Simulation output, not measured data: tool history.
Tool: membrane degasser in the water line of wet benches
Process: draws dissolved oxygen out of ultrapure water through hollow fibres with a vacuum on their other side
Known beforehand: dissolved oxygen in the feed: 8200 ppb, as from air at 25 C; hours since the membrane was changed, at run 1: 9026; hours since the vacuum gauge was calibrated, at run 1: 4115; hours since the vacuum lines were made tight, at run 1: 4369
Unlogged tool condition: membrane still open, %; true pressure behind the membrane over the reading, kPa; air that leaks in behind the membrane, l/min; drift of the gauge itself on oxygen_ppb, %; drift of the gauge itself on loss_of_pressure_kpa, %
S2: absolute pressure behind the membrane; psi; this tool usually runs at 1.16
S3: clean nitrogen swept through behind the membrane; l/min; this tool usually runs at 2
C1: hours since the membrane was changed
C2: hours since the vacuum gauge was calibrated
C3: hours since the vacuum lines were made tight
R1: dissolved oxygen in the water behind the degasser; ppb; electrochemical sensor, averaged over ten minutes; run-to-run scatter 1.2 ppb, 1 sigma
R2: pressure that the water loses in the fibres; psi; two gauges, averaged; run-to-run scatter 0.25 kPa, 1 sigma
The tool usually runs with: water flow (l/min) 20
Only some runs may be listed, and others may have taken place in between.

Run 1, hour 0: usual settings; C1 9026; C2 4115; C3 4369. Result: R1 123.5 ppb, R2 10.102 psi.
Run 2, hour 273.4: usual settings but S3 2.7 l/min; C1 9300; C2 4388; C3 4643. Result: R1 93.8 ppb, R2 10.095 psi.
Run 3, hour 466: usual settings but S3 2.7 l/min; C1 9492; C2 4581; C3 4835. Result: R1 94.1 ppb, R2 10.109 psi.
Run 4, hour 761: usual settings but S3 2.7 l/min; C1 9787; C2 4876; C3 5130. Result: R1 94.6 ppb, R2 10.077 psi.
Run 5, hour 1035.7: usual settings but S3 2.7 l/min; C1 10062; C2 5150; C3 5405. Result: R1 95.6 ppb, R2 10.259 psi.
At hour 1151.4: vacuum gauge calibrated.
Run 6, hour 1217.2: usual settings; C1 10243; C2 66; C3 5586. Result: R1 118.1 ppb, R2 10.148 psi.
Run 7, hour 1473.8: usual settings but S3 4.71 l/min; C1 10500; C2 322; C3 5843. Result: R1 58.6 ppb, R2 10.185 psi.
Run 8, hour 1691.9: usual settings but S3 4.71 l/min; C1 10718; C2 541; C3 6061. Result: R1 57.1 ppb, R2 10.198 psi.
Run 9, hour 1956.7: usual settings but S2 2.048 psi; C1 10983; C2 805; C3 6326. Result: R1 258.6 ppb, R2 10.292 psi.
Run 10, hour 2117.4: usual settings; C1 11143; C2 966; C3 6486. Result: R1 123.1 ppb, R2 10.292 psi.
Run 11, hour 2302.3: usual settings but water flow (l/min) 22; C1 11328; C2 1151; C3 6671. Result: R1 137.9 ppb, R2 11.31 psi.
Run 12, hour 2436.3: usual settings but S2 0.854 psi; C1 11462; C2 1285; C3 6805. Result: R1 72.8 ppb, R2 10.303 psi.
Run 13, hour 2713.3: usual settings but S2 0.854 psi; C1 11739; C2 1562; C3 7082. Result: R1 71.9 ppb, R2 10.29 psi.
Run 14, hour 2966.3: usual settings but S2 0.854 psi; C1 11992; C2 1815; C3 7335. Result: R1 71.9 ppb, R2 10.305 psi.
Run 15, hour 3122.4: usual settings but water flow (l/min) 27, S2 0.854 psi; C1 12148; C2 1971; C3 7491. Result: R1 112.7 ppb, R2 13.916 psi.
Run 16, hour 3246.9: usual settings but water flow (l/min) 27, S2 0.854 psi; C1 12273; C2 2095; C3 7616. Result: R1 112.4 ppb, R2 13.944 psi.
Run 17, hour 3411.5: usual settings but water flow (l/min) 27, S2 0.854 psi; C1 12437; C2 2260; C3 7780. Result: R1 114.7 ppb, R2 13.922 psi.
Run 18, hour 3583.9: usual settings but water flow (l/min) 28, S2 1.247 psi, S3 1.6 l/min; C1 12610; C2 2433; C3 7953. Result: R1 246.9 ppb, R2 14.479 psi.
Run 19, hour 3792.2: usual settings but S3 1.64 l/min; C1 12818; C2 2641; C3 8161. Result: R1 146.8 ppb, R2 10.298 psi.
Run 20, hour 4051.7: usual settings but water flow (l/min) 13, S2 1.378 psi, S3 1.37 l/min; C1 13078; C2 2900; C3 8420. Result: R1 150.7 ppb, R2 6.785 psi.
Run 21, hour 4266: usual settings but water flow (l/min) 14, S3 1.96 l/min; C1 13292; C2 3115; C3 8635. Result: R1 86.4 ppb, R2 7.229 psi.
Run 22, hour 4496.7: usual settings but water flow (l/min) 14, S2 2.677 psi, S3 4.83 l/min; C1 13523; C2 3345; C3 8866. Result: R1 115.7 ppb, R2 7.33 psi.
At hour 4589.4: seals of the vacuum lines changed.
Run 23, hour 4755: usual settings but water flow (l/min) 14, S2 2.677 psi, S3 4.83 l/min; C1 13779; C2 3602; C3 166. Result: R1 111.9 ppb, R2 7.324 psi.
Run 24, hour 4915.1: usual settings but water flow (l/min) 28, S2 2.883 psi, S3 0.85 l/min; C1 13939; C2 3762; C3 326. Result: R1 1054.8 ppb, R2 14.572 psi.
Run 25, hour 5111.2: usual settings but water flow (l/min) 25, S2 2.247 psi, S3 2.92 l/min; C1 14135; C2 3958; C3 522. Result: R1 264.9 ppb, R2 12.99 psi.
Run 26, hour 5283.6: usual settings but water flow (l/min) 25, S2 0.74 psi, S3 0.84 l/min; C1 14307; C2 4130; C3 694. Result: R1 150.5 ppb, R2 13.027 psi.
Run 27, hour 5469.3: usual settings but water flow (l/min) 25, S2 2.573 psi, S3 1.49 l/min; C1 14493; C2 4316; C3 880. Result: R1 548.7 ppb, R2 13.068 psi.
Run 28, hour 5766: usual settings but water flow (l/min) 25, S2 2.573 psi, S3 1.49 l/min; C1 14790; C2 4613; C3 1177. Result: R1 553.4 ppb, R2 13.011 psi.
Run 29, hour 5896.5: usual settings but water flow (l/min) 24; C1 14920; C2 4743; C3 1307. Result: R1 158.1 ppb, R2 12.568 psi.
Run 30, hour 6183.4: usual settings but water flow (l/min) 13, S2 0.946 psi; C1 15207; C2 5030; C3 1594. Result: R1 57.2 ppb, R2 6.899 psi.
At hour 6411.8: vacuum gauge calibrated.
Run 31, hour 6431.7: usual settings but water flow (l/min) 15, S2 1.095 psi; C1 15455; C2 20; C3 1842. Result: R1 79.9 ppb, R2 7.913 psi.
Run 32, hour 6679.1: usual settings but water flow (l/min) 17; C1 15702; C2 267; C3 2089. Result: R1 99.6 ppb, R2 8.827 psi.

Selected run-to-run steps in R1, each split into two signed amounts: the part the tool would show with no hidden state at all (from settings, incoming material and random variation), and the remainder, which goes to the hidden state together with any gauge scatter not common to the measured and the hidden-state-free results:
Run 23 -> 24: water flow (l/min) 14 -> 28, S2 2.677 -> 2.883, S3 4.83 -> 0.85. R1 +942.9 ppb: hidden state +17.9, all else +925.
Run 24 -> 25: water flow (l/min) 28 -> 25, S2 2.883 -> 2.247, S3 0.85 -> 2.92. R1 -789.9 ppb: hidden state -8.1, all else -781.8.
Run 25 -> 26: S2 2.247 -> 0.74, S3 2.92 -> 0.84. R1 -114.4 ppb: hidden state +8.6, all else -123.
Run 26 -> 27: S2 0.74 -> 2.573, S3 0.84 -> 1.49. R1 +398.2 ppb: hidden state -4.8, all else +403.
Run 29 -> 30: water flow (l/min) 24 -> 13, S2 1.16 -> 0.946. R1 -100.9 ppb: hidden state -9.6, all else -91.3.

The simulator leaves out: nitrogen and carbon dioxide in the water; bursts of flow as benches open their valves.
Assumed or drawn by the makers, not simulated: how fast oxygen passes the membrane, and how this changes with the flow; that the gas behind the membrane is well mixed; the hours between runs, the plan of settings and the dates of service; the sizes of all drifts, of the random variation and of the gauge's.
